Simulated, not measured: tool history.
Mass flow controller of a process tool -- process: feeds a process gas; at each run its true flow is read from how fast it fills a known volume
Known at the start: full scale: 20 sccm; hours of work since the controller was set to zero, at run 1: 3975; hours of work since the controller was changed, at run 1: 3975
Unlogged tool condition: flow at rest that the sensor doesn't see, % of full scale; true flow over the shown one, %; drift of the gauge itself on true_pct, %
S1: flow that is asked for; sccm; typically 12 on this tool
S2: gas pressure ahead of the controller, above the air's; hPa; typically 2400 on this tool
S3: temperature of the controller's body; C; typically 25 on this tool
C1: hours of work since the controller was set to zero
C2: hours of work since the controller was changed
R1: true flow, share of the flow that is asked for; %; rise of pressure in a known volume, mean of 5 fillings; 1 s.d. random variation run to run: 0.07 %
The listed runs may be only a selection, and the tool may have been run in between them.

run,hour,S1,S2,S3,C1,C2,R1
1,0.0,12,2400,25,3975,3975,101.42
2,407.2,12,2400,25,4122,4122,101.27
3,864.9,12,1900,25,4287,4287,101.41
4,1281.7,12,1900,25,4438,4438,101.60
5,1516.0,12,2400,25,4522,4522,101.46
6,1877.5,5,2400,25,4653,4653,102.30
7,2184.0,5,2400,25,4764,4764,102.43
8,2614.9,12,2220,25,4919,4919,101.71
9,3064.5,12,2220,25,5082,5082,101.82
10,3292.1,12,2220,25,5164,5164,101.81
11,3779.4,12,2220,25,5340,5340,101.82
12,4142.7,12,2220,25,5471,5471,102.03
13,4502.7,12,2220,25,5601,5601,102.14
14,4770.7,12,2220,25,5698,5698,102.10
15,5212.9,12,2400,25,5858,5858,102.04
16,5712.4,12,2400,25,6038,6038,102.09
17,5938.7,12,2400,25,6120,6120,102.34
18,6288.7,7,1910,37,6247,6247,103.31

Expected results for the next run?
19,6792.3,11,1400,33,6429,6429,?

For run 19 the tool returned R1 102.97 %.
With no hidden state in the tool, this same run would have given R1 99.70 %.
